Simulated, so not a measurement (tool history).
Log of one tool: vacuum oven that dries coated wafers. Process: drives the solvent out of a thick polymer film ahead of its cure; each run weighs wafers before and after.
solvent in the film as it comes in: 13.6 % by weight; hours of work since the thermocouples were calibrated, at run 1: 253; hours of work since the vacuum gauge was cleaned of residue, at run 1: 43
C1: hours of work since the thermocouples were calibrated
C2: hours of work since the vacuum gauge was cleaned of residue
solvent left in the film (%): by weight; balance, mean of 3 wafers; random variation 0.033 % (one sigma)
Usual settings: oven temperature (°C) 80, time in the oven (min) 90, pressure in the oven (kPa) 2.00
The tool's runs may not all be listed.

{"run": 1, "day": 0.0, "oven temperature (°C)": 80, "time in the oven (min)": 90, "pressure in the oven (kPa)": 2.0, "C1": 253, "C2": 43, "solvent left in the film (%)": 2.76}
{"run": 2, "day": 0.512, "oven temperature (°C)": 80, "time in the oven (min)": 90, "pressure in the oven (kPa)": 2.0, "C1": 260, "C2": 49, "solvent left in the film (%)": 2.8}
{"run": 3, "day": 0.917, "oven temperature (°C)": 80, "time in the oven (min)": 90, "pressure in the oven (kPa)": 2.0, "C1": 264, "C2": 54, "solvent left in the film (%)": 2.82}
{"run": 4, "day": 1.342, "oven temperature (°C)": 80, "time in the oven (min)": 90, "pressure in the oven (kPa)": 2.0, "C1": 269, "C2": 59, "solvent left in the film (%)": 2.85}
{"run": 5, "day": 1.588, "oven temperature (°C)": 80, "time in the oven (min)": 90, "pressure in the oven (kPa)": 2.0, "C1": 272, "C2": 62, "solvent left in the film (%)": 2.87}
{"run": 6, "day": 2.092, "oven temperature (°C)": 80, "time in the oven (min)": 90, "pressure in the oven (kPa)": 2.41, "C1": 278, "C2": 68, "solvent left in the film (%)": 3.05}
{"run": 7, "day": 2.429, "oven temperature (°C)": 80, "time in the oven (min)": 90, "pressure in the oven (kPa)": 2.41, "C1": 283, "C2": 72, "solvent left in the film (%)": 3.04}
{"run": 8, "day": 2.938, "oven temperature (°C)": 92, "time in the oven (min)": 66, "pressure in the oven (kPa)": 2.0, "C1": 289, "C2": 78, "solvent left in the film (%)": 1.35}
{"run": 9, "day": 3.271, "oven temperature (°C)": 80, "time in the oven (min)": 73, "pressure in the oven (kPa)": 7.31, "C1": 293, "C2": 83, "solvent left in the film (%)": 6.17}
{"run": 10, "day": 3.821, "oven temperature (°C)": 80, "time in the oven (min)": 148, "pressure in the oven (kPa)": 1.59, "C1": 299, "C2": 89, "solvent left in the film (%)": 1.44}
{"run": 11, "day": 4.317, "oven temperature (°C)": 80, "time in the oven (min)": 148, "pressure in the oven (kPa)": 1.59, "C1": 305, "C2": 95, "solvent left in the film (%)": 1.39}
{"run": 12, "day": 4.704, "oven temperature (°C)": 80, "time in the oven (min)": 148, "pressure in the oven (kPa)": 1.59, "C1": 310, "C2": 100, "solvent left in the film (%)": 1.52}

Hidden state or all else? Some run-to-run changes of solvent left in the film (%), split into what the settings, what came in and random variation would give without the hidden state, and what is left for the hidden state (with any gauge scatter that isn't in both results):
The hidden state here: true wafer temperature over the reading, C; true pressure over the reading, kPa; drift of the gauge itself on solvent_pct, %.
Run 8 -> 9: oven temperature (°C) 92 -> 80, time in the oven (min) 66 -> 73, pressure in the oven (kPa) 2.00 -> 7.31. solvent left in the film (%) +4.82: hidden state -0.10, all else +4.92.

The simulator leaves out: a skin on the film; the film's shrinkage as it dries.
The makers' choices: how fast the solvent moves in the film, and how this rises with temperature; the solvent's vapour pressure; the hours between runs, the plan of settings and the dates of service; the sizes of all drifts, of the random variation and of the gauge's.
